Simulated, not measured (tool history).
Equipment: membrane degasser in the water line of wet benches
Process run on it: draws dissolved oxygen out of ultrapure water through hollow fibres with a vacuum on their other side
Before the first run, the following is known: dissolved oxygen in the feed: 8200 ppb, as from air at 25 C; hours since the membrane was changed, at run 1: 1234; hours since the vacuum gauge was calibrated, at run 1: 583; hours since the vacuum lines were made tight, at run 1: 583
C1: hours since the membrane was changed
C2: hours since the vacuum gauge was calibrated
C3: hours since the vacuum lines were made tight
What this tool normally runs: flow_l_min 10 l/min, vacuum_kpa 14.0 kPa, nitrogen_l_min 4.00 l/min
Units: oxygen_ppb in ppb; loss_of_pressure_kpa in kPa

{"run": 1, "hour": 0.0, "flow_l_min": 10, "vacuum_kpa": 14.0, "nitrogen_l_min": 4.0, "C1": 1234, "C2": 583, "C3": 583, "oxygen_ppb": 75.3, "loss_of_pressure_kpa": 63.63}
{"run": 2, "hour": 192.9, "flow_l_min": 10, "vacuum_kpa": 14.0, "nitrogen_l_min": 2.51, "C1": 1427, "C2": 776, "C3": 776, "oxygen_ppb": 112.6, "loss_of_pressure_kpa": 64.05}
{"run": 3, "hour": 410.2, "flow_l_min": 10, "vacuum_kpa": 14.0, "nitrogen_l_min": 4.0, "C1": 1644, "C2": 993, "C3": 993, "oxygen_ppb": 76.2, "loss_of_pressure_kpa": 64.13}
{"run": 4, "hour": 510.4, "flow_l_min": 10, "vacuum_kpa": 14.0, "nitrogen_l_min": 4.0, "C1": 1745, "C2": 1094, "C3": 1094, "oxygen_ppb": 74.3, "loss_of_pressure_kpa": 64.4}
{"run": 5, "hour": 658.9, "flow_l_min": 10, "vacuum_kpa": 14.0, "nitrogen_l_min": 4.0, "C1": 1893, "C2": 1242, "C3": 1242, "oxygen_ppb": 75.1, "loss_of_pressure_kpa": 64.31}
{"run": 6, "hour": 883.8, "flow_l_min": 10, "vacuum_kpa": 11.1, "nitrogen_l_min": 4.0, "C1": 2118, "C2": 1467, "C3": 1467, "oxygen_ppb": 58.9, "loss_of_pressure_kpa": 64.41}
{"hour": 902.7, "done": "vacuum gauge calibrated"}
{"run": 7, "hour": 1104.4, "flow_l_min": 10, "vacuum_kpa": 14.0, "nitrogen_l_min": 4.0, "C1": 2338, "C2": 202, "C3": 1687, "oxygen_ppb": 75.8, "loss_of_pressure_kpa": 64.79}
{"run": 8, "hour": 1208.4, "flow_l_min": 10, "vacuum_kpa": 14.0, "nitrogen_l_min": 4.0, "C1": 2442, "C2": 306, "C3": 1791, "oxygen_ppb": 76.0, "loss_of_pressure_kpa": 64.58}
{"run": 9, "hour": 1347.0, "flow_l_min": 16, "vacuum_kpa": 14.0, "nitrogen_l_min": 4.0, "C1": 2581, "C2": 444, "C3": 1930, "oxygen_ppb": 168.8, "loss_of_pressure_kpa": 103.57}
{"run": 10, "hour": 1517.1, "flow_l_min": 16, "vacuum_kpa": 15.4, "nitrogen_l_min": 4.0, "C1": 2751, "C2": 614, "C3": 2100, "oxygen_ppb": 179.7, "loss_of_pressure_kpa": 104.15}
{"run": 11, "hour": 1645.0, "flow_l_min": 16, "vacuum_kpa": 15.4, "nitrogen_l_min": 4.0, "C1": 2879, "C2": 742, "C3": 2228, "oxygen_ppb": 185.0, "loss_of_pressure_kpa": 104.41}
{"run": 12, "hour": 1787.3, "flow_l_min": 16, "vacuum_kpa": 15.4, "nitrogen_l_min": 4.0, "C1": 3021, "C2": 885, "C3": 2370, "oxygen_ppb": 181.7, "loss_of_pressure_kpa": 104.06}
{"hour": 1857.7, "done": "vacuum gauge calibrated, once more"}
{"run": 13, "hour": 1931.8, "flow_l_min": 16, "vacuum_kpa": 15.4, "nitrogen_l_min": 4.0, "C1": 3165, "C2": 74, "C3": 2514, "oxygen_ppb": 182.1, "loss_of_pressure_kpa": 104.39}
{"run": 14, "hour": 2100.7, "flow_l_min": 16, "vacuum_kpa": 15.4, "nitrogen_l_min": 4.0, "C1": 3334, "C2": 243, "C3": 2683, "oxygen_ppb": 183.4, "loss_of_pressure_kpa": 104.04}
{"run": 15, "hour": 2277.6, "flow_l_min": 6, "vacuum_kpa": 9.9, "nitrogen_l_min": 4.0, "C1": 3511, "C2": 420, "C3": 2860, "oxygen_ppb": 25.5, "loss_of_pressure_kpa": 39.4}
{"run": 16, "hour": 2475.5, "flow_l_min": 6, "vacuum_kpa": 9.9, "nitrogen_l_min": 4.0, "C1": 3709, "C2": 618, "C3": 3058, "oxygen_ppb": 26.6, "loss_of_pressure_kpa": 39.26}
{"run": 17, "hour": 2682.8, "flow_l_min": 6, "vacuum_kpa": 9.9, "nitrogen_l_min": 4.0, "C1": 3916, "C2": 825, "C3": 3265, "oxygen_ppb": 26.1, "loss_of_pressure_kpa": 39.43}
{"run": 18, "hour": 2856.3, "flow_l_min": 6, "vacuum_kpa": 32.0, "nitrogen_l_min": 4.0, "C1": 4090, "C2": 999, "C3": 3438, "oxygen_ppb": 109.3, "loss_of_pressure_kpa": 39.23}
{"run": 19, "hour": 2957.6, "flow_l_min": 6, "vacuum_kpa": 32.0, "nitrogen_l_min": 4.0, "C1": 4191, "C2": 1100, "C3": 3540, "oxygen_ppb": 109.9, "loss_of_pressure_kpa": 39.44}

The logged runs with the hidden state left out (each run's random variation unchanged):
What the log doesn't record here: membrane still open, %; true pressure behind the membrane over the reading, kPa; air that leaks in behind the membrane, l/min; drift of the gauge itself on oxygen_ppb, %; drift of the gauge itself on loss_of_pressure_kpa, %.
run=1 oxygen_ppb=74.1 loss_of_pressure_kpa=62.97
run=2 oxygen_ppb=110.8 loss_of_pressure_kpa=63.27
run=3 oxygen_ppb=74.6 loss_of_pressure_kpa=63.24
run=4 oxygen_ppb=72.7 loss_of_pressure_kpa=63.45
run=5 oxygen_ppb=73.3 loss_of_pressure_kpa=63.29
run=6 oxygen_ppb=57.0 loss_of_pressure_kpa=63.27
run=7 oxygen_ppb=73.5 loss_of_pressure_kpa=63.52
run=8 oxygen_ppb=73.6 loss_of_pressure_kpa=63.26
run=9 oxygen_ppb=160.7 loss_of_pressure_kpa=101.33
run=10 oxygen_ppb=171.1 loss_of_pressure_kpa=101.76
run=11 oxygen_ppb=175.8 loss_of_pressure_kpa=101.91
run=12 oxygen_ppb=172.2 loss_of_pressure_kpa=101.44
run=13 oxygen_ppb=173.6 loss_of_pressure_kpa=101.64
run=14 oxygen_ppb=174.3 loss_of_pressure_kpa=101.12
run=15 oxygen_ppb=24.9 loss_of_pressure_kpa=38.24
run=16 oxygen_ppb=26.0 loss_of_pressure_kpa=38.04
run=17 oxygen_ppb=25.4 loss_of_pressure_kpa=38.13
run=18 oxygen_ppb=106.9 loss_of_pressure_kpa=37.88
run=19 oxygen_ppb=107.4 loss_of_pressure_kpa=38.05
